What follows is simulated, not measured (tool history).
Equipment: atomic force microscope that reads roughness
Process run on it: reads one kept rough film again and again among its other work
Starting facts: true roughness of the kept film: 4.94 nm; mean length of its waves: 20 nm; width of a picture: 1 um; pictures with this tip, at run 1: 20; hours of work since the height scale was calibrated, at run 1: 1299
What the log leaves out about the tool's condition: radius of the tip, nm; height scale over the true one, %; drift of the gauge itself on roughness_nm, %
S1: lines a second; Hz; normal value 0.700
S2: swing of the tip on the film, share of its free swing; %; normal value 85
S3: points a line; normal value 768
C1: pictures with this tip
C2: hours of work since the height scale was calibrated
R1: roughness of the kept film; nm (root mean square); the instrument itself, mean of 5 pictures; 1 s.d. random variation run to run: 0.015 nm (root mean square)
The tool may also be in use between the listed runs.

run    hour     S1  S2   S3   C1    C2     R1
  1     0.0  0.700  85  768   20  1299  3.191
  2    54.2  0.891  85  768   75  1324  2.553
       90.9  -- new tip fitted
  3   106.8  0.891  71  768   17  1347  3.326
  4   155.0  0.700  88  768   66  1369  2.624
      199.8  -- new tip fitted
  5   222.9  0.700  88  768   24  1400  3.108
  6   276.9  0.700  88  768   79  1425  2.486
      309.9  -- new tip fitted
  7   319.5  0.700  88  768   10  1444  3.362
  8   379.3  0.700  62  768   71  1471  2.709
      416.5  -- new tip fitted
  9   423.4  0.700  62  526    7  1491  3.565
 10   461.7  0.700  62  526   46  1508  2.969
      523.2  -- new tip fitted
 11   523.2  0.700  85  768    0  1536  3.533
 12   574.4  0.700  85  768   52  1559  2.833
      630.9  -- new tip fitted
 13   633.6  0.700  85  768    3  1586  3.481
 14   683.4  0.700  85  421   54  1609  2.721
      738.1  -- new tip fitted
 15   756.0  0.700  85  768   19  1642  3.256
 16   821.4  0.700  85  768   86  1671  2.510
      846.4  -- new tip fitted
 17   852.2  0.700  85  768    6  1685  3.533
 18   895.8  0.700  85  768   50  1705  2.917
 19   948.7  0.700  85  768  104  1729  2.430
      953.5  -- new tip fitted
 20  1018.6  0.700  85  768   66  1761  2.700
     1063.8  -- new tip fitted
 21  1071.0  0.700  63  768    7  1784  3.530
 22  1112.7  0.700  78  768   50  1803  2.897
 23  1143.5  0.700  78  768   82  1817  2.592
     1173.7  -- new tip fitted
 24  1192.1  0.700  85  875   19  1839  3.239
 25  1237.7  2.246  77  407   66  1860  2.564
 26  1278.3  3.297  61  618  107  1879  2.316
     1282.2  -- new tip fitted
 27  1326.9  1.714  71  351   45  1900  2.912
 28  1375.3  0.804  67  793   95  1922  2.549
     1383.0  -- height scale calibrated on a step standard
     1396.3  -- new tip fitted
 29  1433.4  0.804  67  793   38    23  3.154
 30  1485.8  2.450  85  768   91    47  2.311
     1504.4  -- height scale calibrated on a step standard, once more
     1504.9  -- new tip fitted
 31  1530.0  2.450  85  768   26    11  2.848
 32  1566.9  2.450  85  768   64    28  2.473
 33  1610.0  1.060  77  670  108    48  2.315
     1615.2  -- new tip fitted
 34  1661.2  1.060  77  670   47    71  2.842
     1727.1  -- new tip fitted
 35  1728.5  2.012  78  768    1   101  3.364
 36  1769.2  2.012  78  768   43   120  2.752
 37  1832.7  0.595  83  690  108   149  2.298
     1836.8  -- new tip fitted
 38  1905.3  0.595  83  690   71   182  2.583
     1944.7  -- new tip fitted
 39  1973.1  0.506  64  768   29   212  3.119
 40  2024.1  0.506  64  768   81   235  2.577
     2051.4  -- new tip fitted
 41  2075.7  0.700  56  750   25   259  3.239
 42  2140.7  0.700  56  750   91   288  2.498
     2162.9  -- new tip fitted
 43  2172.6  0.700  56  750   10   303  3.531
 44  2235.3  0.700  56  750   75   331  2.642
     2270.0  -- new tip fitted
 45  2275.8  0.700  56  750    5   349  3.530
 46  2326.5  0.700  85  486   57   372  2.727
     2378.5  -- new tip fitted
 47  2396.7  0.700  85  486   19   404  3.182

Pick out some run-to-run changes in R1. Of each, how much would a tool without hidden state show as well, from the settings, what came in and chance, and how much is left for the hidden state and any gauge scatter not in both results compared?
Run 16 -> 17: new tip fitted. R1 +1.023 nm (root mean square): hidden state +1.032, all else -0.009.
Run 42 -> 43: new tip fitted. R1 +1.033 nm (root mean square): hidden state +0.993, all else +0.040.
Run 43 -> 44: nothing adjusted, nothing logged. R1 -0.889 nm (root mean square): hidden state -0.847, all else -0.042.
Run 44 -> 45: new tip fitted. R1 +0.888 nm (root mean square): hidden state +0.904, all else -0.016.
